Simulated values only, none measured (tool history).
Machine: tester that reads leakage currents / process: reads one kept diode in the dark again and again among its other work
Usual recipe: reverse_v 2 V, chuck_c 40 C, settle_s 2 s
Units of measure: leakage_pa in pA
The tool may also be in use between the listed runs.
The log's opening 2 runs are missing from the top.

Run 3, day 5.525: usual settings but reverse_v 5.55 V. Result: leakage_pa 438.2 pA.
Run 4, day 8.404: usual settings but settle_s 3.55 s. Result: leakage_pa 279.05 pA.
Run 5, day 10.55: usual settings. Result: leakage_pa 280.17 pA.
Run 6, day 12.954: usual settings. Result: leakage_pa 280.33 pA.
Run 7, day 15.754: usual settings but chuck_c 26 C. Result: leakage_pa 93.23 pA.
Run 8, day 17.879: usual settings. Result: leakage_pa 283.77 pA.
Run 9, day 21.392: usual settings. Result: leakage_pa 283.09 pA.
Run 10, day 24.604: usual settings. Result: leakage_pa 285.75 pA.
At day 28.871: chuck's temperature calibrated.
Run 11, day 29.025: usual settings but reverse_v 4.63 V. Result: leakage_pa 358.81 pA.
Run 12, day 31.592: usual settings but reverse_v 12 V. Result: leakage_pa 555.1 pA.
Run 13, day 34.188: usual settings but reverse_v 5.35 V. Result: leakage_pa 387.11 pA.
Run 14, day 38.538: usual settings but reverse_v 5.35 V. Result: leakage_pa 390.44 pA.
Run 15, day 40.912: usual settings. Result: leakage_pa 249.08 pA.
Run 16, day 44: usual settings. Result: leakage_pa 250.45 pA.
Run 17, day 46.971: usual settings. Result: leakage_pa 251.7 pA.
At day 47.321: probe card cleaned and baked.
Run 18, day 49.446: usual settings but settle_s 0.79 s. Result: leakage_pa 253.33 pA.
Run 19, day 52.738: usual settings but settle_s 0.79 s. Result: leakage_pa 254.12 pA.

For run 20, what comes out?
At day 55.046: probe card cleaned and baked, once more.
Run 20, day 56.567: usual settings but settle_s 0.79 s. Result: leakage_pa ?.

leakage_pa: 253.9 pA
Without the tool's hidden state the same run would have given leakage_pa 241.56 pA.
